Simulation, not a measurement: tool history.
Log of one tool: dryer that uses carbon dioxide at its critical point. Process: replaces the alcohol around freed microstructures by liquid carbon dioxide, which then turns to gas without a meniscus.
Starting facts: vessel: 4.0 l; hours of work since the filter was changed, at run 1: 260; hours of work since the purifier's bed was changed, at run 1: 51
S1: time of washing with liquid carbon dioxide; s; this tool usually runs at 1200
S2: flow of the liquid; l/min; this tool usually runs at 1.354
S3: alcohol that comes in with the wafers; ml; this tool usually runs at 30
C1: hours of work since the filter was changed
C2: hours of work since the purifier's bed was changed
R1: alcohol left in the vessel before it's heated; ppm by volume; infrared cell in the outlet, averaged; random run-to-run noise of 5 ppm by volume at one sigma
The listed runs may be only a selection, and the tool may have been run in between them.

| run | hour | S1 | S2 | S3 | C1 | C2 | R1 |
|---|---|---|---|---|---|---|---|
| 1 | 0 | 1200 | 1.354 | 30 | 260 | 51 | 48 |
| 2 | 30.8 | 1200 | 1.354 | 31 | 272 | 64 | 55 |
| 3 | 44.6 | 1200 | 0.95 | 30 | 278 | 70 | 177 |
| 4 | 65.4 | 1200 | 0.95 | 65 | 287 | 79 | 359 |
| 5 | 80.3 | 1200 | 0.95 | 65 | 293 | 85 | 369 |
| 6 | 99.6 | 1200 | 0.95 | 65 | 301 | 93 | 365 |
| 7 | 119.2 | 1200 | 1.354 | 30 | 310 | 101 | 73 |
| 8 | 142.8 | 1200 | 1.354 | 38 | 320 | 111 | 73 |
| 9 | 160.2 | 1200 | 1.354 | 38 | 327 | 119 | 78 |
| 10 | 182.6 | 1200 | 1.354 | 38 | 336 | 128 | 87 |
| 11 | 196.4 | 1200 | 1.354 | 38 | 342 | 134 | 84 |
| 12 | 215.1 | 1200 | 1.354 | 38 | 350 | 142 | 89 |
| 13 | 234.6 | 1200 | 1.354 | 38 | 358 | 150 | 98 |
| 14 | 261.7 | 1200 | 1.354 | 38 | 369 | 161 | 93 |
| 15 | 287.8 | 720 | 1.354 | 33 | 380 | 172 | 360 |
| 16 | 305.6 | 840 | 0.95 | 26 | 388 | 180 | 538 |
| 17 | 322.3 | 1320 | 0.95 | 26 | 395 | 187 | 164 |
| 18 | 339 | 1320 | 0.95 | 26 | 402 | 194 | 161 |
| 19 | 358.1 | 1320 | 0.95 | 26 | 410 | 202 | 172 |
| 20 | 380.1 | 1320 | 0.95 | 26 | 419 | 211 | 175 |
| 21 | 401.9 | 1320 | 0.95 | 26 | 428 | 220 | 175 |
| 22 | 422.2 | 1440 | 1.78 | 28 | 437 | 229 | 76 |
| 23 | 451.6 | 1200 | 1.25 | 51 | 449 | 241 | 167 |
| 24 | 469.3 | 1380 | 1.25 | 60 | 457 | 248 | 125 |
| 25 | 497.8 | 900 | 2.21 | 20 | 469 | 260 | 92 |
| 26 | 525.8 | 900 | 2.21 | 20 | 480 | 272 | 98 |
| 27 | 546.1 | 900 | 2.21 | 20 | 489 | 281 | 105 |

Predict each of these 3 candidate next runs independently; none follows another, all start after run 27:
| A | 563 | 1200 | 1.354 | 33 | 496 | 288 | ? |
| B | 563 | 900 | 0.97 | 65 | 496 | 288 | ? |
| C | 563 | 900 | 1.82 | 20 | 496 | 288 | ? |

| run | R1 |
|---|---|
| A | 139 |
| B | 1057 |
| C | 112 |
Without the tool's unlogged condition, the same runs would have read:
| run | R1 |
|---|---|
| A | 28 |
| B | 659 |
| C | 11 |
